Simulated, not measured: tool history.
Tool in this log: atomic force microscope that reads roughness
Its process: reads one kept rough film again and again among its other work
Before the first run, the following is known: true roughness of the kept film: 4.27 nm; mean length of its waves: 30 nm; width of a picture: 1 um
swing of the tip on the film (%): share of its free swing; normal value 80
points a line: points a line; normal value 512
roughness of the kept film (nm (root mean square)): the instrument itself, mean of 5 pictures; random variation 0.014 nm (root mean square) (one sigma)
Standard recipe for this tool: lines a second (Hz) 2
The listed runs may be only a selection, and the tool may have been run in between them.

run,hour,lines a second (Hz),swing of the tip on the film (%),points a line,roughness of the kept film (nm (root mean square))
1,0,2,80,512,3.429
2,29.4,2,80,367,3.433
3,59.4,2,80,293,3.404
4,90.8,2,80,293,3.381
5,113.8,2,80,293,3.417
6,145.8,2,80,293,3.406
# hour 165: new tip fitted
7,176.2,2,80,293,3.414
8,211.8,2,80,293,3.399
9,246.7,2,80,512,3.458
10,274.2,2,80,512,3.45
11,317.4,2,80,512,3.453
12,355.1,2,80,512,3.456
13,401.3,2,89,512,3.284
14,446.4,2,89,512,3.297
15,472.8,2,89,512,3.298
# hour 482.2: new tip fitted
16,513.7,1.19,80,512,3.54
17,546.7,1.19,80,512,3.572
18,569.4,1.19,80,512,3.545
19,597.9,1.19,80,512,3.567
20,625.7,1.19,80,512,3.58
21,656.7,1.19,80,512,3.555
22,692.3,1.19,76,887,3.588
23,714.2,1.19,76,887,3.573
24,750.9,1.19,76,773,3.597
25,786.7,1.05,59,512,3.674
# hour 797.3: new tip fitted
26,821.6,2,80,997,3.456
27,870,1.38,61,413,3.698
28,893,1.38,61,413,3.722
29,916.3,3.05,80,512,3.3
30,938.5,2.79,59,520,3.612
31,983.5,2.26,80,468,3.401
32,1027.6,1.99,56,266,3.624
33,1070.1,1.99,56,266,3.635
# hour 1115.9: new tip fitted
34,1116.2,0.82,62,271,3.658
# hour 1137.4: height scale calibrated on a step standard
35,1151.8,2.54,77,376,3.409
36,1187.6,2.54,77,376,3.424

4 ways to go on from here, each from the tool as it stands after run 36. What would each give?
A,1219.4,2.54,66,302,?
B,1219.4,2,80,808,?
C,1219.4,0.81,80,512,?
D,1219.4,1.07,65,512,?

run,roughness of the kept film (nm (root mean square))
A,3.557
B,3.454
C,3.615
D,3.671
Take away the tool's hidden state, keep each run's random variation, and the runs would have read:
run,roughness of the kept film (nm (root mean square))
A,3.56
B,3.456
C,3.617
D,3.674
